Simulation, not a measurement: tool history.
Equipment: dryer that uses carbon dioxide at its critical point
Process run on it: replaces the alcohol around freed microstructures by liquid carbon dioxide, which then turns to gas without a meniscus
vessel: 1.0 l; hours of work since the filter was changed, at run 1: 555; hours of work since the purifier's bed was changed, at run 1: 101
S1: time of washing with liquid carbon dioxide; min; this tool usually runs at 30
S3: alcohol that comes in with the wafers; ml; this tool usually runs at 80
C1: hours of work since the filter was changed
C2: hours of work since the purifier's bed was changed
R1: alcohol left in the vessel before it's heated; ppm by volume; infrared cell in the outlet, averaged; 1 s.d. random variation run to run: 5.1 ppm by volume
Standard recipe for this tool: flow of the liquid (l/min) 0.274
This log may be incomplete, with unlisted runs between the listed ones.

run 1 hour=0 | S1=30 flow_of_the_liquid_(l/min)=0.274 S3=80 | C1=555 C2=101 | R1=222
run 2 hour=14.3 | S1=30 flow_of_the_liquid_(l/min)=0.274 S3=80 | C1=562 C2=107 | R1=223
-- hour=24 inlet filter changed
run 3 hour=31.5 | S1=30 flow_of_the_liquid_(l/min)=0.274 S3=80 | C1=3 C2=114 | R1=95
run 4 hour=43.5 | S1=30 flow_of_the_liquid_(l/min)=0.274 S3=80 | C1=8 C2=119 | R1=90
run 5 hour=55.1 | S1=21 flow_of_the_liquid_(l/min)=0.274 S3=80 | C1=13 C2=124 | R1=612
run 6 hour=63.6 | S1=21 flow_of_the_liquid_(l/min)=0.274 S3=80 | C1=17 C2=127 | R1=609
run 7 hour=72 | S1=21 flow_of_the_liquid_(l/min)=0.274 S3=80 | C1=20 C2=131 | R1=608
run 8 hour=85.3 | S1=30 flow_of_the_liquid_(l/min)=0.179 S3=80 | C1=26 C2=137 | R1=961
run 9 hour=93.2 | S1=30 flow_of_the_liquid_(l/min)=0.179 S3=95 | C1=29 C2=140 | R1=1099
run 10 hour=100.3 | S1=30 flow_of_the_liquid_(l/min)=0.179 S3=95 | C1=32 C2=143 | R1=1112
run 11 hour=108.1 | S1=30 flow_of_the_liquid_(l/min)=0.179 S3=95 | C1=35 C2=146 | R1=1110
run 12 hour=118.7 | S1=30 flow_of_the_liquid_(l/min)=0.179 S3=95 | C1=40 C2=151 | R1=1127
run 13 hour=126 | S1=30 flow_of_the_liquid_(l/min)=0.179 S3=95 | C1=43 C2=154 | R1=1155
run 14 hour=141.1 | S1=30 flow_of_the_liquid_(l/min)=0.274 S3=80 | C1=49 C2=160 | R1=98
run 15 hour=156.4 | S1=30 flow_of_the_liquid_(l/min)=0.274 S3=80 | C1=56 C2=166 | R1=111
run 16 hour=167.5 | S1=30 flow_of_the_liquid_(l/min)=0.274 S3=80 | C1=61 C2=171 | R1=103
run 17 hour=174.7 | S1=30 flow_of_the_liquid_(l/min)=0.274 S3=80 | C1=64 C2=174 | R1=116
run 18 hour=189.5 | S1=30 flow_of_the_liquid_(l/min)=0.274 S3=80 | C1=70 C2=180 | R1=106
run 19 hour=200.8 | S1=30 flow_of_the_liquid_(l/min)=0.274 S3=80 | C1=75 C2=185 | R1=105
run 20 hour=216.1 | S1=30 flow_of_the_liquid_(l/min)=0.274 S3=80 | C1=81 C2=192 | R1=111
run 21 hour=224.9 | S1=30 flow_of_the_liquid_(l/min)=0.274 S3=40 | C1=85 C2=195 | R1=78
run 22 hour=236.8 | S1=30 flow_of_the_liquid_(l/min)=0.274 S3=40 | C1=90 C2=200 | R1=76
run 23 hour=247.5 | S1=30 flow_of_the_liquid_(l/min)=0.274 S3=40 | C1=94 C2=205 | R1=79
run 24 hour=262.9 | S1=30 flow_of_the_liquid_(l/min)=0.274 S3=40 | C1=101 C2=211 | R1=68
run 25 hour=278.6 | S1=30 flow_of_the_liquid_(l/min)=0.274 S3=40 | C1=107 C2=218 | R1=72
run 26 hour=293.1 | S1=30 flow_of_the_liquid_(l/min)=0.391 S3=110 | C1=114 C2=224 | R1=41
run 27 hour=308.6 | S1=30 flow_of_the_liquid_(l/min)=0.391 S3=110 | C1=120 C2=231 | R1=42
run 28 hour=321.9 | S1=47 flow_of_the_liquid_(l/min)=0.295 S3=23 | C1=126 C2=236 | R1=36
run 29 hour=329.4 | S1=47 flow_of_the_liquid_(l/min)=0.295 S3=23 | C1=129 C2=240 | R1=53
run 30 hour=343.1 | S1=22 flow_of_the_liquid_(l/min)=0.254 S3=79 | C1=135 C2=245 | R1=840
run 31 hour=354.7 | S1=22 flow_of_the_liquid_(l/min)=0.381 S3=36 | C1=140 C2=250 | R1=73
run 32 hour=367.9 | S1=21 flow_of_the_liquid_(l/min)=0.437 S3=42 | C1=145 C2=256 | R1=58
run 33 hour=382.5 | S1=36 flow_of_the_liquid_(l/min)=0.239 S3=29 | C1=151 C2=262 | R1=63
run 34 hour=397.9 | S1=36 flow_of_the_liquid_(l/min)=0.239 S3=29 | C1=158 C2=268 | R1=74
run 35 hour=413 | S1=36 flow_of_the_liquid_(l/min)=0.239 S3=29 | C1=164 C2=275 | R1=62
run 36 hour=426.9 | S1=18 flow_of_the_liquid_(l/min)=0.274 S3=82 | C1=170 C2=281 | R1=1459
run 37 hour=438.5 | S1=30 flow_of_the_liquid_(l/min)=0.431 S3=74 | C1=175 C2=286 | R1=51
run 38 hour=455 | S1=38 flow_of_the_liquid_(l/min)=0.427 S3=24 | C1=182 C2=293 | R1=41
run 39 hour=469.3 | S1=34 flow_of_the_liquid_(l/min)=0.185 S3=65 | C1=188 C2=299 | R1=477
run 40 hour=485.7 | S1=34 flow_of_the_liquid_(l/min)=0.185 S3=65 | C1=195 C2=305 | R1=490
run 41 hour=501.2 | S1=40 flow_of_the_liquid_(l/min)=0.274 S3=37 | C1=201 C2=312 | R1=52
run 42 hour=516.7 | S1=26 flow_of_the_liquid_(l/min)=0.362 S3=106 | C1=208 C2=319 | R1=92
run 43 hour=529.8 | S1=24 flow_of_the_liquid_(l/min)=0.263 S3=60 | C1=213 C2=324 | R1=428
run 44 hour=537.2 | S1=23 flow_of_the_liquid_(l/min)=0.173 S3=80 | C1=217 C2=327 | R1=3535
run 45 hour=546.1 | S1=23 flow_of_the_liquid_(l/min)=0.173 S3=80 | C1=220 C2=331 | R1=3598
run 46 hour=559.5 | S1=23 flow_of_the_liquid_(l/min)=0.268 S3=77 | C1=226 C2=337 | R1=586

Hidden state at the last listed run before each entry between runs and at the first one after, where it differs:
After run 2, before run 3: inlet filter changed (hour 24)
  flow that reaches the vessel past the clogged filter, %: 84.1 -> 99.4; alcohol in the recycled carbon dioxide, ppm: 20.2 -> 21.1
  what was measured, less what the result would be without the hidden state, R1: +156 -> +19 ppm by volume
